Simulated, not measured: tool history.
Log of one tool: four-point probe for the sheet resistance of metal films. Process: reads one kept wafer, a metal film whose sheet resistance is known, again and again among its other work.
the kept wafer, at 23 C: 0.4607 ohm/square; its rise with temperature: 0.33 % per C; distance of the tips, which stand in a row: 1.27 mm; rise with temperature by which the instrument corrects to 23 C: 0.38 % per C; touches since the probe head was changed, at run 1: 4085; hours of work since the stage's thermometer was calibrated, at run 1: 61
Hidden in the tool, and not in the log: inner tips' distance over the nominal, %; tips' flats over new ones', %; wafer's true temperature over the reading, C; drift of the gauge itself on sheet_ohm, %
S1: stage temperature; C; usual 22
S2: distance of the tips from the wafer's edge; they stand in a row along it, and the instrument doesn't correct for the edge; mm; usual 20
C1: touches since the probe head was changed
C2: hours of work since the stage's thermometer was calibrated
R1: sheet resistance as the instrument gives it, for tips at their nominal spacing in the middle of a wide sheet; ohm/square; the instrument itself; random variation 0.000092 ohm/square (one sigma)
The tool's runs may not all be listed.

{"run": 1, "hour": 0.0, "S1": 22, "S2": 20, "C1": 4085, "C2": 61, "R1": 0.462834}
{"run": 2, "hour": 15.6, "S1": 22, "S2": 18, "C1": 4386, "C2": 68, "R1": 0.463366}
{"run": 3, "hour": 25.6, "S1": 23, "S2": 20, "C1": 4580, "C2": 72, "R1": 0.462762}
{"run": 4, "hour": 41.0, "S1": 23, "S2": 20, "C1": 4876, "C2": 78, "R1": 0.462816}
{"run": 5, "hour": 56.7, "S1": 24, "S2": 20, "C1": 5180, "C2": 85, "R1": 0.46261}
{"run": 6, "hour": 68.3, "S1": 24, "S2": 15, "C1": 5404, "C2": 90, "R1": 0.463263}
{"run": 7, "hour": 80.6, "S1": 22, "S2": 13, "C1": 5642, "C2": 95, "R1": 0.464417}
{"run": 8, "hour": 97.4, "S1": 22, "S2": 13, "C1": 5966, "C2": 102, "R1": 0.464458}
{"run": 9, "hour": 110.8, "S1": 22, "S2": 13, "C1": 6224, "C2": 107, "R1": 0.464316}
{"run": 10, "hour": 133.3, "S1": 22, "S2": 20, "C1": 6658, "C2": 117, "R1": 0.462919}
{"run": 11, "hour": 150.3, "S1": 22, "S2": 20, "C1": 6986, "C2": 124, "R1": 0.462996}
{"run": 12, "hour": 166.0, "S1": 22, "S2": 20, "C1": 7290, "C2": 130, "R1": 0.462896}
{"run": 13, "hour": 187.4, "S1": 22, "S2": 20, "C1": 7703, "C2": 139, "R1": 0.462866}
{"run": 14, "hour": 208.1, "S1": 29, "S2": 11, "C1": 8102, "C2": 148, "R1": 0.463649}
{"hour": 210.6, "done": "stage's thermometer calibrated"}
{"run": 15, "hour": 230.0, "S1": 27, "S2": 3, "C1": 8516, "C2": 8, "R1": 0.501056}

The next listed run, before its measurement:
{"run": 16, "hour": 241.7, "S1": 20, "S2": 7, "C1": 8742, "C2": 13, "R1": "?"}

Run 16 gave R1 0.470490 ohm/square.
Without the tool's hidden state the same run would have given R1 0.469487 ohm/square.
